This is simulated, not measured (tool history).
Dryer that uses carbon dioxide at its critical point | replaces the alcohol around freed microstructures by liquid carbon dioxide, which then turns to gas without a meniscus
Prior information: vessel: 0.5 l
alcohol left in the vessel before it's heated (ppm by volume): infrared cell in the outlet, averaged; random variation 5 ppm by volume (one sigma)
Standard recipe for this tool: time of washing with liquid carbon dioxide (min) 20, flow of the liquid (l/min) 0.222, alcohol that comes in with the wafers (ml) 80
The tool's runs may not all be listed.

| run | hour | time of washing with liquid carbon dioxide (min) | flow of the liquid (l/min) | alcohol that comes in with the wafers (ml) | alcohol left in the vessel before it's heated (ppm by volume) |
|---|---|---|---|---|---|
| 1 | 0.0 | 20 | 0.222 | 80 | 56 |
| 2 | 4.2 | 20 | 0.222 | 54 | 35 |
| 3 | 12.0 | 20 | 0.222 | 22 | 27 |
| 4 | 20.2 | 20 | 0.222 | 80 | 58 |
| 5 | 25.3 | 26 | 0.222 | 80 | 20 |
| 6 | 29.5 | 26 | 0.222 | 80 | 22 |
| 7 | 38.7 | 26 | 0.222 | 80 | 24 |
| 8 | 45.2 | 20 | 0.286 | 80 | 14 |
| 9 | 52.2 | 20 | 0.222 | 80 | 67 |
| 10 | 60.3 | 20 | 0.222 | 80 | 58 |
| 11 | 65.1 | 22 | 0.166 | 39 | 126 |
| 12 | 73.4 | 20 | 0.193 | 80 | 156 |
| 13 | 80.4 | 20 | 0.193 | 80 | 163 |
| 14 | 84.9 | 16 | 0.222 | 85 | 281 |
| 15 | 93.3 | 16 | 0.222 | 85 | 282 |
| 16 | 99.9 | 21 | 0.175 | 85 | 237 |
| 17 | 107.5 | 12 | 0.227 | 85 | 1228 |
| 18 | 112.0 | 20 | 0.250 | 99 | 33 |
| 19 | 117.2 | 21 | 0.311 | 99 | 18 |
| 20 | 126.3 | 21 | 0.311 | 99 | 17 |

Consider 5 possible next runs. They are alternatives, not a sequence: every one starts from the tool as it was left by run 20. What does each give?
| A | 136.2 | 21 | 0.311 | 112 | ? |
| B | 136.2 | 14 | 0.309 | 20 | ? |
| C | 136.2 | 20 | 0.262 | 25 | ? |
| D | 136.2 | 12 | 0.311 | 99 | ? |
| E | 136.2 | 21 | 0.222 | 45 | ? |

| run | alcohol left in the vessel before it's heated (ppm by volume) |
|---|---|
| A | 17 |
| B | 21 |
| C | 26 |
| D | 235 |
| E | 39 |
Without the tool's hidden state the same runs would have given:
| run | alcohol left in the vessel before it's heated (ppm by volume) |
|---|---|
| A | 3 |
| B | 1 |
| C | 11 |
| D | 119 |
| E | 16 |
